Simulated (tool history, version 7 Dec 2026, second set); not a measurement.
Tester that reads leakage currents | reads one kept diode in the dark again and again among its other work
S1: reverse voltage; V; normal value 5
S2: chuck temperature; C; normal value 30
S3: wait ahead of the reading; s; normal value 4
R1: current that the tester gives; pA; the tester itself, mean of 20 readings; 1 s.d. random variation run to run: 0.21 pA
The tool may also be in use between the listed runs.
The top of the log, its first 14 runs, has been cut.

| run | day | S1 | S2 | S3 | R1 |
|---|---|---|---|---|---|
| 15 | 97.279 | 5 | 30 | 4 | 71.79 |
| 16 | 104.875 | 5 | 59 | 4 | 469 |
| 17 | 108.821 | 5 | 59 | 4 | 473.35 |
| 18 | 114.704 | 5 | 59 | 4 | 474.82 |
| 19 | 119.604 | 5 | 59 | 4 | 481.4 |
| 20 | 128.925 | 14.16 | 30 | 4 | 139.43 |
|  | 132.117 | chuck's temperature calibrated |
| 21 | 138.317 | 14.16 | 28 | 4.45 | 116.55 |
| 22 | 144.55 | 14.16 | 28 | 4.45 | 118.56 |
| 23 | 150.754 | 5 | 30 | 1 | 77.94 |
| 24 | 156.4 | 1.05 | 26 | 3.26 | 25.65 |
| 25 | 164.158 | 14.82 | 30 | 5.28 | 146.25 |

Run 26 comes next. What will it give?
| 26 | 169.929 | 6.56 | 26 | 5.28 | ? |

{"run 26": {"R1": 72.42}}
If the tool had no hidden condition, the same run with the same run-to-run variation would have returned R1 57.46 pA.
